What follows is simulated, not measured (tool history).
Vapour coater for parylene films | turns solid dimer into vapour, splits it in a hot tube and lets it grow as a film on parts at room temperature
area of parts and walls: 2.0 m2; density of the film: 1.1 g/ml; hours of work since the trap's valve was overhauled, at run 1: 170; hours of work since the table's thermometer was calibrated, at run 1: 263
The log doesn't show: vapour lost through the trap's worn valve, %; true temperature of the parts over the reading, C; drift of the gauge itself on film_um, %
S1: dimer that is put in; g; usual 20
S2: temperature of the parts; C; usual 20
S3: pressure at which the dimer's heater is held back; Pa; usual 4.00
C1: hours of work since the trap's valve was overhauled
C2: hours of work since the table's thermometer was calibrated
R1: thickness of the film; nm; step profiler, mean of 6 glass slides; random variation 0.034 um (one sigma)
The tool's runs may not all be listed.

run	hour	S1	S2	S3	C1	C2	R1
1	0.0	20	20	4.00	170	263	5970
2	8.9	20	20	4.00	177	271	5910
3	16.2	20	20	4.00	183	277	5950
4	26.0	20	20	4.00	191	285	5950
5	39.2	32	20	4.00	202	296	9520
6	47.1	20	20	4.00	209	303	5970
7	61.9	20	14	4.00	221	315	7930
8	70.6	17	14	4.00	229	322	6710
9	80.9	9	20	4.00	237	331	2680
10	94.4	32	20	4.00	248	342	9480
11	110.5	20	20	4.00	262	356	5940
12	126.6	23	20	4.00	275	369	6720
13	141.6	20	20	4.00	288	382	5880
14	156.1	20	20	4.00	300	394	5930
15	171.8	20	20	4.00	313	407	5860
16	185.9	26	20	4.00	325	419	7640

The next listed run, before its measurement:
17	195.5	26	20	3.11	333	427	?

{"run 17": {"R1": 8090}}
Without the tool's hidden state the same run would have given R1 8330 nm.

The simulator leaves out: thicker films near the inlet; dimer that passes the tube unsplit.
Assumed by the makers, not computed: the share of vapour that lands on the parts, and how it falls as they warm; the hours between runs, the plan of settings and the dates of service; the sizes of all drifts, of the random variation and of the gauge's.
